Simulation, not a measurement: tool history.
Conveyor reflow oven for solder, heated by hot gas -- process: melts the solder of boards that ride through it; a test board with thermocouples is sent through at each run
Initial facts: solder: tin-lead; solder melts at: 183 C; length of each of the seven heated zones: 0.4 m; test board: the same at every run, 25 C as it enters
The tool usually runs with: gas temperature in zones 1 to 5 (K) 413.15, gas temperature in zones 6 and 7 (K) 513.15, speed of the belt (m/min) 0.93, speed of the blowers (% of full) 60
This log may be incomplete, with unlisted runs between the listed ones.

run,hour,gas temperature in zones 1 to 5 (K),gas temperature in zones 6 and 7 (K),speed of the belt (m/min),speed of the blowers (% of full),highest temperature of the board (K),time above the solder's melting point (s)
1,0,413.15,513.15,0.93,60,492.55,39.9
2,20.3,413.15,513.15,0.93,60,492.45,39.7
3,38,413.15,513.15,0.93,60,492.35,40
4,61.8,413.15,513.15,0.93,60,491.95,39.9
5,84.2,413.15,513.15,0.93,60,492.55,40.1
6,98.3,413.15,502.15,0.93,60,483.85,34.2
7,119.4,413.15,502.15,0.93,60,483.55,34.5
8,133.3,413.15,502.15,0.93,60,483.45,34.6
9,151.8,413.15,502.15,0.93,60,483.95,34.9
10,173.4,413.15,513.15,0.93,86,499.65,43.4
11,201.3,413.15,513.15,0.93,86,499.05,43.4
12,218.8,413.15,513.15,0.93,86,498.75,43
13,234.6,413.15,513.15,0.77,86,504.05,54.6
14,257.7,413.15,513.15,0.77,86,504.35,54.7
15,271.4,413.15,513.15,0.93,60,492.55,40.1
16,294.3,414.15,515.15,0.93,60,494.25,41.3
17,309.1,420.15,513.15,0.886,64,496.85,45.7
18,338.9,413.15,512.15,0.93,83,497.45,42.7
19,366.4,413.15,512.15,0.93,83,497.35,42.7
20,391.2,411.15,525.15,0.977,52,496.95,39.2
21,416.2,413.15,508.15,0.84,83,497.15,47.6
22,439.8,413.15,507.15,0.84,74,494.45,46
23,454,413.15,507.15,0.84,74,494.45,46.1
24,467.7,413.15,507.15,0.84,74,494.05,46.1
25,493.9,402.15,513.15,0.93,60,490.15,36.2
26,516.4,425.15,508.15,0.893,69,494.35,46.1
27,542.5,425.15,508.15,0.893,69,494.35,46
28,570.8,413.15,517.15,0.93,60,495.15,41.4
29,596.7,413.15,517.15,0.93,60,495.55,41.4

Put back what was entered between runs (1 entry, withheld): which listed runs does each sit between, and how does the hidden state differ from the listed run before to the listed run after?
Between runs 8 and 9: flux residue cleaned out of gas plates and filters (hour 146.1)
  heat that the gas passes to the board, % of a clean oven's: 99.4 -> 99.9

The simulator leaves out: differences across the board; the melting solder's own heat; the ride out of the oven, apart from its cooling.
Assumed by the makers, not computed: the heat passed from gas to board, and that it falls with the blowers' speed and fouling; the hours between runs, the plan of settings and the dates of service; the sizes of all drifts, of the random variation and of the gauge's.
